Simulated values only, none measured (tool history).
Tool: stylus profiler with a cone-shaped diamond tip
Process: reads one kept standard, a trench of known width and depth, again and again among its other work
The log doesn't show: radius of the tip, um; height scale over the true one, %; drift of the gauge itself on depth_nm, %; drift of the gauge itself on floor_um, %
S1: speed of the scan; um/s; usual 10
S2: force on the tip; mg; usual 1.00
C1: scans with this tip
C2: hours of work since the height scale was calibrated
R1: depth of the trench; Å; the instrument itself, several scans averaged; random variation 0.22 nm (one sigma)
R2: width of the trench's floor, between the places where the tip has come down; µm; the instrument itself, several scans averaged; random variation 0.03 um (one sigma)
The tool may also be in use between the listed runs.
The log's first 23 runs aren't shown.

run 24 hour=771.2 | S1=14 S2=1.20 | C1=3944 C2=799 | R1=10036.4 R2=44.43
-- hour=775.7 height scale calibrated on a step standard
run 25 hour=814.0 | S1=31 S2=2.49 | C1=4059 C2=21 | R1=10064.5 R2=44.43
run 26 hour=837.9 | S1=4 S2=1.33 | C1=4124 C2=34 | R1=10028.6 R2=44.42
run 27 hour=866.8 | S1=4 S2=1.04 | C1=4203 C2=50 | R1=10022.0 R2=44.39
run 28 hour=894.9 | S1=4 S2=1.04 | C1=4280 C2=66 | R1=10016.1 R2=44.43
-- hour=904.3 height scale calibrated on a step standard, once more
run 29 hour=917.0 | S1=17 S2=0.48 | C1=4339 C2=7 | R1=10030.8 R2=44.28
run 30 hour=946.5 | S1=23 S2=1.87 | C1=4419 C2=23 | R1=10076.2 R2=44.29
run 31 hour=966.1 | S1=7 S2=0.76 | C1=4473 C2=34 | R1=10039.1 R2=44.30
run 32 hour=1014.0 | S1=7 S2=0.76 | C1=4603 C2=61 | R1=10038.1 R2=44.28
run 33 hour=1041.5 | S1=3 S2=0.40 | C1=4678 C2=76 | R1=10023.6 R2=44.25
run 34 hour=1071.7 | S1=20 S2=0.76 | C1=4761 C2=92 | R1=10042.0 R2=44.16
run 35 hour=1115.5 | S1=19 S2=0.50 | C1=4880 C2=117 | R1=10024.1 R2=44.10
run 36 hour=1140.0 | S1=19 S2=0.50 | C1=4947 C2=130 | R1=10028.1 R2=44.12
run 37 hour=1166.4 | S1=19 S2=0.50 | C1=5019 C2=145 | R1=10027.1 R2=44.03
run 38 hour=1185.8 | S1=7 S2=1.00 | C1=5072 C2=156 | R1=10044.0 R2=44.11

4 ways to go on from here, each from the tool as it stands after run 38. What would each give?
run A hour=1214.5 | S1=20 S2=1.20 | C1=5150 C2=171 | R1=? R2=?
run B hour=1214.5 | S1=13 S2=0.73 | C1=5150 C2=171 | R1=? R2=?
run C hour=1214.5 | S1=5 S2=1.00 | C1=5150 C2=171 | R1=? R2=?
run D hour=1214.5 | S1=2 S2=1.30 | C1=5150 C2=171 | R1=? R2=?

run=A R1=10051.8 R2=44.06
run=B R1=10035.8 R2=44.05
run=C R1=10045.0 R2=44.15
run=D R1=10055.8 R2=44.15
Without the tool's hidden state the same runs would have given:
run=A R1=10056.9 R2=45.90
run=B R1=10040.8 R2=45.89
run=C R1=10050.1 R2=45.99
run=D R1=10060.9 R2=45.98
